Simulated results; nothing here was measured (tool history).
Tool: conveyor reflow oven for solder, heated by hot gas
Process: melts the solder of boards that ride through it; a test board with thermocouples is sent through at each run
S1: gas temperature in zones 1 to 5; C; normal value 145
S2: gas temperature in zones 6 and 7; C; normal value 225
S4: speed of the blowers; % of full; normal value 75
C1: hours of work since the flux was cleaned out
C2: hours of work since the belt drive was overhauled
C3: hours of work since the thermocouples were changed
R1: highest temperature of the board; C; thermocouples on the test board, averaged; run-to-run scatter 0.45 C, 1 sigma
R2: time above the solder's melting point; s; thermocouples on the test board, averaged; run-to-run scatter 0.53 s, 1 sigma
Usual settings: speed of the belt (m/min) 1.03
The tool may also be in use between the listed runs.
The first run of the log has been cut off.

{"run": 2, "hour": 38.6, "S1": 145, "S2": 225, "speed of the belt (m/min)": 1.03, "S4": 75, "C1": 358, "C2": 461, "C3": 188, "R1": 208.6, "R2": 31.2}
{"hour": 74.1, "done": "flux residue cleaned out of gas plates and filters"}
{"run": 3, "hour": 83.0, "S1": 145, "S2": 225, "speed of the belt (m/min)": 1.03, "S4": 52, "C1": 6, "C2": 486, "C3": 213, "R1": 200.4, "R2": 23.5}
{"run": 4, "hour": 118.8, "S1": 145, "S2": 225, "speed of the belt (m/min)": 1.03, "S4": 75, "C1": 28, "C2": 508, "C3": 235, "R1": 207.7, "R2": 31.4}
{"run": 5, "hour": 152.8, "S1": 145, "S2": 225, "speed of the belt (m/min)": 1.03, "S4": 75, "C1": 49, "C2": 529, "C3": 256, "R1": 208.0, "R2": 31.2}
{"run": 6, "hour": 188.1, "S1": 145, "S2": 225, "speed of the belt (m/min)": 1.03, "S4": 75, "C1": 71, "C2": 551, "C3": 278, "R1": 208.6, "R2": 30.6}
{"run": 7, "hour": 210.0, "S1": 145, "S2": 225, "speed of the belt (m/min)": 1.03, "S4": 75, "C1": 85, "C2": 565, "C3": 292, "R1": 208.6, "R2": 31.8}
{"run": 8, "hour": 230.3, "S1": 145, "S2": 225, "speed of the belt (m/min)": 1.03, "S4": 75, "C1": 97, "C2": 578, "C3": 305, "R1": 208.6, "R2": 31.3}
{"run": 9, "hour": 250.0, "S1": 145, "S2": 225, "speed of the belt (m/min)": 1.03, "S4": 75, "C1": 110, "C2": 590, "C3": 317, "R1": 208.3, "R2": 31.3}
{"run": 10, "hour": 279.6, "S1": 145, "S2": 225, "speed of the belt (m/min)": 1.03, "S4": 75, "C1": 128, "C2": 608, "C3": 335, "R1": 207.7, "R2": 32.0}
{"run": 11, "hour": 297.3, "S1": 145, "S2": 216, "speed of the belt (m/min)": 1.03, "S4": 75, "C1": 139, "C2": 619, "C3": 346, "R1": 200.6, "R2": 25.8}
{"run": 12, "hour": 331.6, "S1": 153, "S2": 225, "speed of the belt (m/min)": 1.03, "S4": 75, "C1": 160, "C2": 641, "C3": 368, "R1": 209.8, "R2": 35.0}
{"run": 13, "hour": 367.9, "S1": 153, "S2": 225, "speed of the belt (m/min)": 1.03, "S4": 75, "C1": 183, "C2": 663, "C3": 390, "R1": 210.4, "R2": 34.4}
{"run": 14, "hour": 403.8, "S1": 153, "S2": 225, "speed of the belt (m/min)": 1.03, "S4": 75, "C1": 205, "C2": 686, "C3": 413, "R1": 209.8, "R2": 34.9}
{"run": 15, "hour": 436.4, "S1": 145, "S2": 225, "speed of the belt (m/min)": 1.03, "S4": 75, "C1": 226, "C2": 706, "C3": 433, "R1": 208.8, "R2": 31.6}
{"run": 16, "hour": 455.9, "S1": 145, "S2": 225, "speed of the belt (m/min)": 1.03, "S4": 75, "C1": 238, "C2": 718, "C3": 445, "R1": 207.7, "R2": 31.4}
{"run": 17, "hour": 477.4, "S1": 143, "S2": 222, "speed of the belt (m/min)": 1.05, "S4": 75, "C1": 251, "C2": 732, "C3": 459, "R1": 204.7, "R2": 27.3}
{"run": 18, "hour": 501.2, "S1": 143, "S2": 217, "speed of the belt (m/min)": 0.97, "S4": 63, "C1": 266, "C2": 746, "C3": 473, "R1": 199.0, "R2": 25.6}
{"run": 19, "hour": 519.2, "S1": 152, "S2": 228, "speed of the belt (m/min)": 1.07, "S4": 75, "C1": 277, "C2": 758, "C3": 485, "R1": 211.4, "R2": 34.1}
{"run": 20, "hour": 556.4, "S1": 139, "S2": 225, "speed of the belt (m/min)": 0.98, "S4": 69, "C1": 301, "C2": 781, "C3": 508, "R1": 206.4, "R2": 29.9}
{"run": 21, "hour": 581.2, "S1": 136, "S2": 225, "speed of the belt (m/min)": 1.03, "S4": 75, "C1": 316, "C2": 796, "C3": 523, "R1": 206.4, "R2": 28.0}
{"run": 22, "hour": 605.5, "S1": 136, "S2": 225, "speed of the belt (m/min)": 1.03, "S4": 75, "C1": 331, "C2": 811, "C3": 538, "R1": 206.1, "R2": 27.8}
{"run": 23, "hour": 626.6, "S1": 145, "S2": 225, "speed of the belt (m/min)": 1.04, "S4": 75, "C1": 344, "C2": 824, "C3": 552, "R1": 207.9, "R2": 30.1}

For run 24, what comes out?
{"run": 24, "hour": 663.6, "S1": 145, "S2": 225, "speed of the belt (m/min)": 0.94, "S4": 85, "C1": 367, "C2": 848, "C3": 575, "R1": "?", "R2": "?"}

R1: 212.5 C
R2: 39.5 s
Had the tool carried no hidden state, the very same run would have given R1 212.7 C, R2 39.6 s.
